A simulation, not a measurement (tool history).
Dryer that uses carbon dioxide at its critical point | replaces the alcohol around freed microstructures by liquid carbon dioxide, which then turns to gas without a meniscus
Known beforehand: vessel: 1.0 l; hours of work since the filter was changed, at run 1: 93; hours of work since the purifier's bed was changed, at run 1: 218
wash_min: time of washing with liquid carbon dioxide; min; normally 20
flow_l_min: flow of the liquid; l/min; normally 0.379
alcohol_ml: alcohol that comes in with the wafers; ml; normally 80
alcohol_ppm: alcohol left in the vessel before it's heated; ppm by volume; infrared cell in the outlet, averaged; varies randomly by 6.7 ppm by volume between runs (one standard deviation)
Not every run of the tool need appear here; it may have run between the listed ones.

| run | day | wash_min | flow_l_min | alcohol_ml | hours of work since the filter was changed | hours of work since the purifier's bed was changed | alcohol_ppm |
|---|---|---|---|---|---|---|---|
| 1 | 0 | 20 | 0.379 | 80 | 93 | 218 | 391 |
| 2 | 1.512 | 20 | 0.379 | 80 | 108 | 232 | 397 |
| 3 | 2.371 | 20 | 0.379 | 80 | 115 | 240 | 415 |
| 4 | 4.408 | 20 | 0.379 | 48 | 134 | 259 | 277 |
| 5 | 5.417 | 20 | 0.379 | 48 | 144 | 268 | 285 |
| 6 | 6.521 | 20 | 0.379 | 48 | 154 | 279 | 298 |
| 7 | 7.971 | 20 | 0.379 | 48 | 167 | 292 | 293 |
| 8 | 9.438 | 20 | 0.403 | 80 | 181 | 306 | 327 |
| 9 | 11.375 | 20 | 0.403 | 80 | 199 | 324 | 342 |
| 10 | 12.671 | 20 | 0.256 | 26 | 211 | 336 | 819 |
| 11 | 13.633 | 20 | 0.256 | 26 | 220 | 345 | 840 |
| 12 | 14.483 | 13 | 0.256 | 114 | 228 | 353 | 11105 |
| 13 | 16.425 | 16 | 0.231 | 77 | 246 | 371 | 5977 |
| 14 | 18.292 | 16 | 0.231 | 77 | 263 | 388 | 6043 |
| 15 | 19.788 | 20 | 0.357 | 80 | 277 | 402 | 656 |
| 16 | 21.071 | 22 | 0.257 | 79 | 289 | 414 | 1754 |
| 17 | 22.521 | 19 | 0.379 | 80 | 303 | 427 | 643 |
| 18 | 24.117 | 13 | 0.612 | 54 | 317 | 442 | 310 |

Here are 5 independent what-if runs from the current tool condition. What would each one return?
| A | 26.125 | 20 | 0.379 | 114 | 336 | 461 | ? |
| B | 26.125 | 13 | 0.284 | 71 | 336 | 461 | ? |
| C | 26.125 | 13 | 0.438 | 54 | 336 | 461 | ? |
| D | 26.125 | 32 | 0.379 | 114 | 336 | 461 | ? |
| E | 26.125 | 21 | 0.379 | 80 | 336 | 461 | ? |

| run | alcohol_ppm |
|---|---|
| A | 739 |
| B | 5620 |
| C | 1184 |
| D | 139 |
| E | 438 |
Without the tool's unlogged condition, the same runs would have read:
| run | alcohol_ppm |
|---|---|
| A | 439 |
| B | 4610 |
| C | 816 |
| D | 22 |
| E | 229 |

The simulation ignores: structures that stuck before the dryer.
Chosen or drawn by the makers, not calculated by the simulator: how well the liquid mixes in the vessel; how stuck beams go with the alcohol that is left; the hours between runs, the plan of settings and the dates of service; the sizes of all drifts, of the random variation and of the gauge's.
